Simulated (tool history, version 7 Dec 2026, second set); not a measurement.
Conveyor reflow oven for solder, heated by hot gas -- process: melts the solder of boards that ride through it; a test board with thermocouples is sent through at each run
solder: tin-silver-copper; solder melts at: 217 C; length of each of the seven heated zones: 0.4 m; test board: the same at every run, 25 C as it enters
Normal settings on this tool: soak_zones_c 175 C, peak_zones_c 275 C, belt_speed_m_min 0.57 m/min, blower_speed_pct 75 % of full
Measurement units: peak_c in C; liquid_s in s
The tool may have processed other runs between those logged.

| run | hour | soak_zones_c | peak_zones_c | belt_speed_m_min | blower_speed_pct | peak_c | liquid_s |
|---|---|---|---|---|---|---|---|
| 1 | 0 | 175 | 275 | 0.57 | 75 | 265.7 | 74.4 |
| 2 | 16.1 | 175 | 275 | 0.57 | 75 | 265.8 | 74.5 |
| 3 | 41.7 | 175 | 275 | 0.57 | 75 | 265.7 | 74.3 |
| 4 | 60.9 | 163 | 275 | 0.57 | 75 | 264.1 | 69.9 |
| 5 | 79.9 | 163 | 275 | 0.57 | 75 | 264 | 69.5 |
| 6 | 97.2 | 175 | 288 | 0.57 | 75 | 277.7 | 79.5 |
| 7 | 128.6 | 175 | 288 | 0.57 | 75 | 277.3 | 79.8 |
| 8 | 149.8 | 175 | 288 | 0.57 | 75 | 277.7 | 79.9 |
| 9 | 166.8 | 175 | 288 | 0.57 | 75 | 277.4 | 79.7 |
| 10 | 196.7 | 175 | 275 | 0.57 | 75 | 265.2 | 74.2 |
|  | 206.8 | thermocouples of zones 6 and 7 changed |
| 11 | 217.1 | 175 | 275 | 0.57 | 75 | 263.9 | 73.6 |
| 12 | 255.3 | 175 | 275 | 0.57 | 75 | 264.1 | 73.6 |
| 13 | 273.4 | 171 | 275 | 0.527 | 75 | 265.2 | 79.3 |
|  | 280.6 | belt drive overhauled, speed set with a stopwatch |
| 14 | 304.6 | 171 | 275 | 0.527 | 87 | 266.5 | 80.5 |
| 15 | 331.2 | 175 | 284 | 0.571 | 63 | 270.6 | 77 |
| 16 | 365.4 | 175 | 284 | 0.664 | 71 | 266.8 | 64 |
| 17 | 391.8 | 175 | 272 | 0.57 | 75 | 260.9 | 72.7 |
| 18 | 417.8 | 170 | 286 | 0.658 | 84 | 269.7 | 64.9 |
|  | 431.2 | belt drive overhauled, speed set with a stopwatch, once more |
| 19 | 449.1 | 175 | 284 | 0.57 | 75 | 271 | 75.5 |
| 20 | 487 | 175 | 284 | 0.57 | 62 | 268.9 | 74.6 |

Estimate the outcome of run 21 from the log above:
| 21 | 505.5 | 182 | 267 | 0.569 | 75 | ? | ? |

peak_c: 256.3 C
liquid_s: 70.4 s
With the hidden condition absent and the run-to-run variation left alone, this run would have shown peak_c 257.7 C, liquid_s 71.8 s.
